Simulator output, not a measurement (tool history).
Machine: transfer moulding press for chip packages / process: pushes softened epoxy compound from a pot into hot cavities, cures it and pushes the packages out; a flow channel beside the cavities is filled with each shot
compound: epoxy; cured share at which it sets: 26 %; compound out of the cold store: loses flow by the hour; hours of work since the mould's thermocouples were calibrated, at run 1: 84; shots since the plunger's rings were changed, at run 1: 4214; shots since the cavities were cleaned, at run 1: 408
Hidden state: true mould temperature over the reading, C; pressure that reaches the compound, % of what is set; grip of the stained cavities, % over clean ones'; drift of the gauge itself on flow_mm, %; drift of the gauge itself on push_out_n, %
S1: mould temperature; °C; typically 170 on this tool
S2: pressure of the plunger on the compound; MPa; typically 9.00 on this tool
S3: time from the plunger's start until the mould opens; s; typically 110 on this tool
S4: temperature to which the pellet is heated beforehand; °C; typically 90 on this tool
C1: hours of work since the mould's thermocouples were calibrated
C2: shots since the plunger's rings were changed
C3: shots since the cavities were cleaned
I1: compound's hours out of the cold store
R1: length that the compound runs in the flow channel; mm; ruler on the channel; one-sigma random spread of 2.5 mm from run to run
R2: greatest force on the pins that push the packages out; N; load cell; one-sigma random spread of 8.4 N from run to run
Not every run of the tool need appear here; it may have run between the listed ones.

Run 1, hour 0.0: usual settings; C1 84; C2 4214; C3 408; I1 32.0. Result: R1 931 mm, R2 370 N.
At hour 74.7: cavities cleaned with cleaning compound and waxed.
Run 2, hour 85.6: usual settings; C1 123; C2 4819; C3 79; I1 45.6. Result: R1 872 mm, R2 379 N.
At hour 102.8: plunger's sealing rings changed.
Run 3, hour 149.9: usual settings; C1 152; C2 339; C3 523; I1 15.1. Result: R1 1003 mm, R2 392 N.
At hour 203.9: cavities cleaned with cleaning compound and waxed.
Run 4, hour 236.6: usual settings but S4 89 °C; C1 191; C2 952; C3 235; I1 41.0. Result: R1 891 mm, R2 365 N.
Run 5, hour 315.5: usual settings but S4 89 °C; C1 228; C2 1519; C3 802; I1 29.2. Result: R1 940 mm, R2 373 N.
At hour 331.7: cavities cleaned with cleaning compound and waxed.
Run 6, hour 400.9: usual settings but S4 89 °C; C1 267; C2 2123; C3 498; I1 13.1. Result: R1 1005 mm, R2 399 N.
Run 7, hour 452.9: usual settings but S4 89 °C; C1 291; C2 2496; C3 871; I1 43.5. Result: R1 879 mm, R2 384 N.
At hour 462.5: cavities cleaned with cleaning compound and waxed.
Run 8, hour 496.6: usual settings but S4 89 °C; C1 310; C2 2800; C3 245; I1 22.5. Result: R1 969 mm, R2 378 N.
Run 9, hour 571.5: usual settings but S4 89 °C; C1 345; C2 3338; C3 783; I1 10.2. Result: R1 1021 mm, R2 403 N.
At hour 590.4: cavities cleaned with cleaning compound and waxed.
Run 10, hour 631.0: usual settings; C1 372; C2 3756; C3 293; I1 35.6. Result: R1 908 mm, R2 379 N.
Run 11, hour 709.2: usual settings; C1 408; C2 4318; C3 855; I1 8.9. Result: R1 1024 mm, R2 406 N.
At hour 717.1: cavities cleaned with cleaning compound and waxed.
Run 12, hour 776.6: usual settings; C1 439; C2 4792; C3 428; I1 44.5. Result: R1 878 mm, R2 359 N.
At hour 800.5: plunger's sealing rings changed.
Run 13, hour 824.1: usual settings; C1 460; C2 170; C3 752; I1 14.9. Result: R1 1002 mm, R2 395 N.
At hour 845.9: cavities cleaned with cleaning compound and waxed.
Run 14, hour 863.1: usual settings but S2 7.83 MPa, S3 143 s; C1 477; C2 439; C3 124; I1 38.7. Result: R1 837 mm, R2 289 N.
At hour 877.4: mould's thermocouples calibrated.
Run 15, hour 901.7: usual settings but S2 8.27 MPa, S3 143 s, S4 92 °C; C1 11; C2 702; C3 387; I1 28.6. Result: R1 902 mm, R2 302 N.
Run 16, hour 945.5: usual settings but S3 97 s, S4 81 °C; C1 32; C2 1017; C3 702; I1 47.0. Result: R1 863 mm, R2 459 N.
At hour 974.5: cavities cleaned with cleaning compound and waxed.
Run 17, hour 1030.3: usual settings but S1 178 °C, S3 140 s, S4 81 °C; C1 70; C2 1616; C3 401; I1 14.0. Result: R1 966 mm, R2 282 N.
Run 18, hour 1080.8: usual settings but S1 178 °C, S3 140 s, S4 81 °C; C1 94; C2 1979; C3 764; I1 42.4. Result: R1 850 mm, R2 299 N.
At hour 1103.3: cavities cleaned with cleaning compound and waxed.
Run 19, hour 1126.7: usual settings but S2 9.28 MPa, S3 137 s, S4 81 °C; C1 114; C2 2299; C3 168; I1 16.4. Result: R1 1010 mm, R2 307 N.
Run 20, hour 1190.6: usual settings but S2 10.04 MPa, S3 144 s, S4 85 °C; C1 144; C2 2759; C3 628; I1 27.2. Result: R1 998 mm, R2 276 N.
At hour 1231.8: cavities cleaned with cleaning compound and waxed.
Run 21, hour 1269.2: usual settings but S1 176 °C, S2 8.54 MPa, S3 144 s, S4 85 °C; C1 180; C2 3312; C3 268; I1 39.4. Result: R1 848 mm, R2 295 N.
Run 22, hour 1353.1: usual settings but S1 168 °C, S2 10.11 MPa, S3 122 s, S4 85 °C; C1 219; C2 3916; C3 872; I1 45.3. Result: R1 934 mm, R2 351 N.
At hour 1359.2: cavities cleaned with cleaning compound and waxed.
Run 23, hour 1430.4: usual settings but S1 173 °C, S2 6.96 MPa, S3 148 s, S4 91 °C; C1 254; C2 4461; C3 512; I1 9.4. Result: R1 887 mm, R2 301 N.
At hour 1488.4: cavities cleaned with cleaning compound and waxed.
At hour 1498.5: plunger's sealing rings changed.
Run 24, hour 1508.6: usual settings but S1 169 °C, S2 10.25 MPa, S3 149 s, S4 83 °C; C1 288; C2 73; C3 127; I1 23.1. Result: R1 1037 mm, R2 307 N.
Run 25, hour 1558.8: usual settings but S1 169 °C, S2 10.25 MPa, S3 149 s, S4 83 °C; C1 311; C2 434; C3 488; I1 35.1. Result: R1 978 mm, R2 294 N.
Run 26, hour 1613.5: usual settings but S1 164 °C, S2 8.07 MPa, S4 100 °C; C1 337; C2 827; C3 881; I1 40.6. Result: R1 870 mm, R2 570 N.

Each row is a separate what-if for the run after 26, all from the same tool condition, not one after another. Results?
At hour 1622.0: cavities cleaned with cleaning compound and waxed.
Run A, hour 1683.5: usual settings but S1 166 °C; C1 369; C2 1320; C3 443; I1 36.1. Result: R1 ?, R2 ?.
At hour 1622.0: cavities cleaned with cleaning compound and waxed.
Run B, hour 1683.5: usual settings but S1 175 °C, S4 81 °C; C1 369; C2 1320; C3 443; I1 11.1. Result: R1 ?, R2 ?.
At hour 1622.0: cavities cleaned with cleaning compound and waxed.
Run C, hour 1683.5: usual settings but S1 166 °C, S2 7.24 MPa, S4 92 °C; C1 369; C2 1320; C3 443; I1 20.2. Result: R1 ?, R2 ?.
At hour 1622.0: cavities cleaned with cleaning compound and waxed.
Run D, hour 1683.5: usual settings but S1 166 °C, S2 8.07 MPa, S4 81 °C; C1 369; C2 1320; C3 443; I1 17.3. Result: R1 ?, R2 ?.
At hour 1622.0: cavities cleaned with cleaning compound and waxed.
Run E, hour 1683.5: usual settings but S1 174 °C, S2 8.07 MPa, S3 132 s, S4 92 °C; C1 369; C2 1320; C3 443; I1 21.1. Result: R1 ?, R2 ?.

run   R1   R2
  A  930  489
  B  993  326
  C  896  515
  D  962  518
  E  903  299
With the hidden condition removed and each run's random variation left untouched, the same runs would have given:
run   R1   R2
  A  930  483
  B  993  321
  C  896  508
  D  962  511
  E  904  295

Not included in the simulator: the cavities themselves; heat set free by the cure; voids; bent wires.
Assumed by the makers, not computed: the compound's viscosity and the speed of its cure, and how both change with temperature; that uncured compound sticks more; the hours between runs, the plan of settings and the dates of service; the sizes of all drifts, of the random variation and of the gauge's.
